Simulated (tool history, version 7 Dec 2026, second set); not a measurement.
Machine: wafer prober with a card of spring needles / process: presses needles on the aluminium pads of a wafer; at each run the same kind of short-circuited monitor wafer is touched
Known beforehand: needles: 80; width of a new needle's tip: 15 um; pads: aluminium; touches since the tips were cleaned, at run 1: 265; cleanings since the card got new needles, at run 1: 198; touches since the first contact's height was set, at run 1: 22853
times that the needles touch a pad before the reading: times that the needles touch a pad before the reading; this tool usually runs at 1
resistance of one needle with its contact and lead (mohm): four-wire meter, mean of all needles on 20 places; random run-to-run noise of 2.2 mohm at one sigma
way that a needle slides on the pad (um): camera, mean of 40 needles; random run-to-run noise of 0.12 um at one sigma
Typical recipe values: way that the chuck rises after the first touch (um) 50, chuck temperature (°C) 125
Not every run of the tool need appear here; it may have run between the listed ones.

run,day,way that the chuck rises after the first touch (um),chuck temperature (°C),times that the needles touch a pad before the reading,touches since the tips were cleaned,cleanings since the card got new needles,touches since the first contact's height was set,resistance of one needle with its contact and lead (mohm),way that a needle slides on the pad (um)
1,0,50,125,1,265,198,22853,289,12.41
# day 0.2: tips cleaned on abrasive film
# day 0.4: tips cleaned on abrasive film
# day 0.646: tips cleaned on abrasive film
# day 0.896: tips cleaned on abrasive film
# day 1.129: tips cleaned on abrasive film
2,1.129,50,125,1,0,203,34793,274,12.2
# day 1.379: tips cleaned on abrasive film
# day 1.629: tips cleaned on abrasive film
# day 1.829: tips cleaned on abrasive film
# day 2.075: tips cleaned on abrasive film
# day 2.275: tips cleaned on abrasive film
# day 2.525: tips cleaned on abrasive film
# day 2.725: tips cleaned on abrasive film
3,2.871,35,125,1,1592,210,53195,608,8.29
# day 2.925: tips cleaned on abrasive film
# day 3.175: tips cleaned on abrasive film
# day 3.421: tips cleaned on abrasive film
# day 3.671: tips cleaned on abrasive film
# day 3.921: tips cleaned on abrasive film
# day 4.15: tips cleaned on abrasive film
4,4.15,35,125,1,0,216,66680,326,8.16
# day 4.35: tips cleaned on abrasive film
# day 4.6: tips cleaned on abrasive film
# day 4.796: tips cleaned on abrasive film
# day 5.046: tips cleaned on abrasive film
# day 5.296: tips cleaned on abrasive film
5,5.325,50,125,1,343,221,79106,324,11.65
# day 5.525: tips cleaned on abrasive film
# day 5.775: tips cleaned on abrasive film
# day 5.975: tips cleaned on abrasive film
# day 6.221: tips cleaned on abrasive film
# day 6.471: tips cleaned on abrasive film
# day 6.717: tips cleaned on abrasive film
# day 6.967: tips cleaned on abrasive film
6,7.042,50,125,1,814,228,97255,382,11.55
# day 7.192: tips cleaned on abrasive film
# day 7.246: tips cleaned on abrasive film, once more
# day 7.496: tips cleaned on abrasive film
# day 7.696: tips cleaned on abrasive film
# day 7.942: tips cleaned on abrasive film
# day 8.142: tips cleaned on abrasive film
7,8.288,50,125,1,1557,234,110368,443,11.36
# day 8.388: tips cleaned on abrasive film
# day 8.588: tips cleaned on abrasive film
# day 8.838: tips cleaned on abrasive film
# day 9.083: tips cleaned on abrasive film
# day 9.246: height of the first contact set anew
# day 9.296: tips cleaned on abrasive film
# day 9.546: tips cleaned on abrasive film
8,9.725,50,87,1,1951,240,5103,443,12.56
# day 9.779: tips cleaned on abrasive film
# day 10.029: tips cleaned on abrasive film
# day 10.229: tips cleaned on abrasive film
# day 10.475: tips cleaned on abrasive film
# day 10.725: tips cleaned on abrasive film
# day 10.975: tips cleaned on abrasive film
# day 11.221: tips cleaned on abrasive film
# day 11.471: tips cleaned on abrasive film
9,11.525,50,64,2,614,248,24104,314,12.32
# day 11.679: tips cleaned on abrasive film
# day 11.925: tips cleaned on abrasive film
# day 12.175: tips cleaned on abrasive film
10,12.283,52,105,2,1168,251,32101,337,12.72
# day 12.383: tips cleaned on abrasive film
# day 12.583: tips cleaned on abrasive film
# day 12.833: tips cleaned on abrasive film
# day 13.079: tips cleaned on abrasive film
# day 13.329: tips cleaned on abrasive film
# day 13.579: tips cleaned on abrasive film
11,13.721,35,63,2,1534,257,47291,497,8.16

Forecast each of these 4 alternatives for the next run:
# day 13.821: tips cleaned on abrasive film
# day 14.021: tips cleaned on abrasive film
# day 14.271: tips cleaned on abrasive film
# day 14.471: tips cleaned on abrasive film
# day 14.717: tips cleaned on abrasive film
A,14.858,60,81,2,1504,262,59301,?,?
# day 13.821: tips cleaned on abrasive film
# day 14.021: tips cleaned on abrasive film
# day 14.271: tips cleaned on abrasive film
# day 14.471: tips cleaned on abrasive film
# day 14.717: tips cleaned on abrasive film
B,14.858,60,59,2,1504,262,59301,?,?
# day 13.821: tips cleaned on abrasive film
# day 14.021: tips cleaned on abrasive film
# day 14.271: tips cleaned on abrasive film
# day 14.471: tips cleaned on abrasive film
# day 14.717: tips cleaned on abrasive film
C,14.858,37,125,1,1504,262,59301,?,?
# day 13.821: tips cleaned on abrasive film
# day 14.021: tips cleaned on abrasive film
# day 14.271: tips cleaned on abrasive film
# day 14.471: tips cleaned on abrasive film
# day 14.717: tips cleaned on abrasive film
D,14.858,34,125,2,1504,262,59301,?,?

run,resistance of one needle with its contact and lead (mohm),way that a needle slides on the pad (um)
A,321,14.27
B,322,14.45
C,597,8.74
D,512,8.01
Take away the tool's hidden state, keep each run's random variation, and the runs would have read:
run,resistance of one needle with its contact and lead (mohm),way that a needle slides on the pad (um)
A,234,14.9
B,232,15.08
C,253,9.37
D,258,8.64

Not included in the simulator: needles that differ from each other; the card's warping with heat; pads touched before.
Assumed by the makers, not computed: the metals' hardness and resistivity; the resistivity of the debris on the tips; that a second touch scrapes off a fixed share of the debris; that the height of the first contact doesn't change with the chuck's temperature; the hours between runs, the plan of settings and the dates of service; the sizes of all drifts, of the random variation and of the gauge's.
